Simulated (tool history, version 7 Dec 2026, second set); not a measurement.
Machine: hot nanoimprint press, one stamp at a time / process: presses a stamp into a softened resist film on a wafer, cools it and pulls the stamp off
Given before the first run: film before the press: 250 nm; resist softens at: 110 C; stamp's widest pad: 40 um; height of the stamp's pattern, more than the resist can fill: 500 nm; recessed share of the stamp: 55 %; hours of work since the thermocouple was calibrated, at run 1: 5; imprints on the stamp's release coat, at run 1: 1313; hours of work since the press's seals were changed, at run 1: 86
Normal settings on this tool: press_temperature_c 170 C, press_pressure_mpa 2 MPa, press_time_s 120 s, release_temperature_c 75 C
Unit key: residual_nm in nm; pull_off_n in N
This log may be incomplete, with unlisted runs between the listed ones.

| run | hour | press_temperature_c | press_pressure_mpa | press_time_s | release_temperature_c | hours of work since the thermocouple was calibrated | imprints on the stamp's release coat | hours of work since the press's seals were changed | residual_nm | pull_off_n |
|---|---|---|---|---|---|---|---|---|---|---|
| 1 | 0 | 170 | 2 | 120 | 75 | 5 | 1313 | 86 | 142.5 | 149 |
| 2 | 10.7 | 170 | 2 | 120 | 75 | 10 | 1331 | 91 | 143.1 | 155 |
| 3 | 25.9 | 170 | 2 | 104 | 75 | 17 | 1356 | 98 | 148.7 | 151 |
| 4 | 40.1 | 170 | 2 | 104 | 75 | 23 | 1380 | 105 | 149 | 152 |
| 5 | 51.2 | 170 | 2 | 120 | 75 | 29 | 1399 | 110 | 142.6 | 147 |
| 6 | 60 | 170 | 2 | 120 | 75 | 33 | 1414 | 114 | 142.2 | 148 |
| 7 | 73.3 | 170 | 2 | 120 | 75 | 39 | 1436 | 121 | 142.5 | 148 |
| 8 | 84.9 | 170 | 2 | 120 | 75 | 45 | 1456 | 126 | 142.3 | 147 |
| 9 | 96 | 170 | 2 | 120 | 65 | 50 | 1474 | 131 | 141.8 | 186 |
| 10 | 109.4 | 170 | 2 | 120 | 65 | 56 | 1497 | 138 | 142.4 | 186 |
| 11 | 118.3 | 170 | 2 | 120 | 82 | 60 | 1512 | 142 | 141.7 | 123 |
| 12 | 134.2 | 170 | 2 | 120 | 75 | 68 | 1539 | 149 | 141.5 | 152 |
| 13 | 149.4 | 170 | 2 | 120 | 75 | 75 | 1564 | 156 | 141.9 | 152 |
| 14 | 163.2 | 170 | 2 | 120 | 75 | 81 | 1588 | 163 | 141.5 | 148 |
| 15 | 179.2 | 170 | 2 | 120 | 75 | 89 | 1614 | 170 | 141.5 | 147 |
| 16 | 190.8 | 170 | 2 | 120 | 76 | 94 | 1634 | 176 | 141.6 | 143 |
| 17 | 197.4 | 170 | 2 | 120 | 61 | 97 | 1645 | 179 | 141.6 | 200 |
| 18 | 209.7 | 170 | 2 | 89 | 71 | 103 | 1666 | 185 | 154.9 | 167 |
| 19 | 217.4 | 181 | 2.01 | 89 | 78 | 107 | 1679 | 188 | 87.2 | 135 |
| 20 | 228.6 | 170 | 2 | 66 | 75 | 112 | 1698 | 194 | 168.3 | 151 |
| 21 | 238 | 170 | 2 | 120 | 77 | 116 | 1714 | 198 | 141.2 | 144 |
| 22 | 248.5 | 181 | 2 | 120 | 63 | 121 | 1731 | 203 | 77.1 | 196 |
| 23 | 257.4 | 182 | 2.22 | 229 | 69 | 126 | 1746 | 207 | 51.7 | 170 |
| 24 | 267 | 164 | 2 | 122 | 75 | 130 | 1763 | 212 | 183.4 | 148 |
| 25 | 283 | 164 | 2 | 122 | 75 | 138 | 1789 | 219 | 182.9 | 153 |
|  | 296.1 | stamp cleaned and given a new release coat |
| 26 | 298.9 | 170 | 1.88 | 141 | 75 | 142 | 5 | 224 | 135.7 | 155 |
| 27 | 313.3 | 170 | 1.67 | 237 | 75 | 149 | 29 | 231 | 118.8 | 148 |
| 28 | 326.7 | 170 | 1.67 | 237 | 75 | 155 | 52 | 237 | 118.6 | 149 |
| 29 | 337 | 170 | 2 | 120 | 74 | 160 | 69 | 242 | 140.5 | 156 |
| 30 | 353.2 | 170 | 2.01 | 158 | 74 | 168 | 97 | 249 | 127.3 | 160 |

Forecast each of these 4 alternatives for the next run:
| A | 368.6 | 177 | 2.5 | 120 | 75 | 175 | 123 | 257 | ? | ? |
| B | 368.6 | 170 | 2.08 | 120 | 64 | 175 | 123 | 257 | ? | ? |
| C | 368.6 | 179 | 2 | 219 | 82 | 175 | 123 | 257 | ? | ? |
| D | 368.6 | 170 | 2.22 | 158 | 63 | 175 | 123 | 257 | ? | ? |

| run | residual_nm | pull_off_n |
|---|---|---|
| A | 86.6 | 147 |
| B | 138.3 | 184 |
| C | 66.4 | 125 |
| D | 122.9 | 194 |
The same runs, with their run-to-run variation unchanged, on a tool lacking any hidden condition would have given:
| run | residual_nm | pull_off_n |
|---|---|---|
| A | 88.1 | 147 |
| B | 140.6 | 183 |
| C | 67.5 | 125 |
| D | 125 | 194 |
